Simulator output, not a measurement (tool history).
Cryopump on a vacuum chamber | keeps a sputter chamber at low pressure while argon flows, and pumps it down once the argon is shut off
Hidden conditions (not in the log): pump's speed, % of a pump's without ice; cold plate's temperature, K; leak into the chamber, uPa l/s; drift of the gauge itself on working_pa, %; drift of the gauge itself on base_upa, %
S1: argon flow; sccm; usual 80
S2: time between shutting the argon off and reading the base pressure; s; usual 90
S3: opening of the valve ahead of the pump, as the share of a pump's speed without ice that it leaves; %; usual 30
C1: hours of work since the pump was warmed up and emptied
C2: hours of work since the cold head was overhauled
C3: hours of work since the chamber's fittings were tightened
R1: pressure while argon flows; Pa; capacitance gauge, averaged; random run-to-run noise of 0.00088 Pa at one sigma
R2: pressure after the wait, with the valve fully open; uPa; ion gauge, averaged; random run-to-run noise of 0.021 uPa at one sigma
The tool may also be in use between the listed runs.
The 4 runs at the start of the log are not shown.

run,hour,S1,S2,S3,C1,C2,C3,R1,R2
5,217.7,80,90,30,53,386,180,0.1837,0.40
6,248.3,80,90,30,75,408,202,0.1856,0.42
7,301.7,80,90,30,113,446,240,0.1856,0.43
8,346.9,80,90,30,145,478,272,0.1856,0.48
9,376.3,80,90,30,166,498,293,0.1876,0.42
10,409.0,80,290,30,189,522,316,0.1873,0.28
11,438.2,80,290,30,210,542,336,0.1874,0.30
12,469.9,80,290,30,232,565,359,0.1891,0.28
13,527.1,80,290,30,273,605,400,0.1920,0.33
14,566.1,80,290,30,301,633,427,0.1920,0.37
# hour 616.4: pump warmed up, emptied and cooled again
15,620.4,80,290,30,3,668,462,0.1836,0.34
16,673.9,80,90,41,41,706,500,0.1350,0.50
17,704.9,67,240,30,63,728,522,0.1549,0.36
18,733.5,67,240,30,83,748,542,0.1560,0.39
19,781.2,66,80,37,117,782,576,0.1250,0.52
20,820.6,132,24,19,145,810,604,0.4823,1.17
21,849.1,80,90,23,165,830,624,0.2423,0.56
22,891.7,50,61,30,195,860,654,0.1180,0.68
23,928.7,50,61,18,221,887,681,0.1936,0.69
24,982.1,106,62,36,259,924,719,0.2145,0.71
25,1010.6,106,62,36,280,945,739,0.2142,0.72
26,1064.9,106,62,36,318,983,777,0.2173,0.75
# hour 1092.6: pump warmed up, emptied and cooled again
27,1105.9,106,62,36,9,1009,803,0.2003,0.70

Predict the results of run 28:
28,1158.6,106,62,36,47,1046,840,?,?

R1: 0.2034 Pa
R2: 0.70 uPa
Take away the tool's hidden state, keep the run-to-run variation as it was, and the same run would have given R1 0.2008 Pa, R2 0.47 uPa.

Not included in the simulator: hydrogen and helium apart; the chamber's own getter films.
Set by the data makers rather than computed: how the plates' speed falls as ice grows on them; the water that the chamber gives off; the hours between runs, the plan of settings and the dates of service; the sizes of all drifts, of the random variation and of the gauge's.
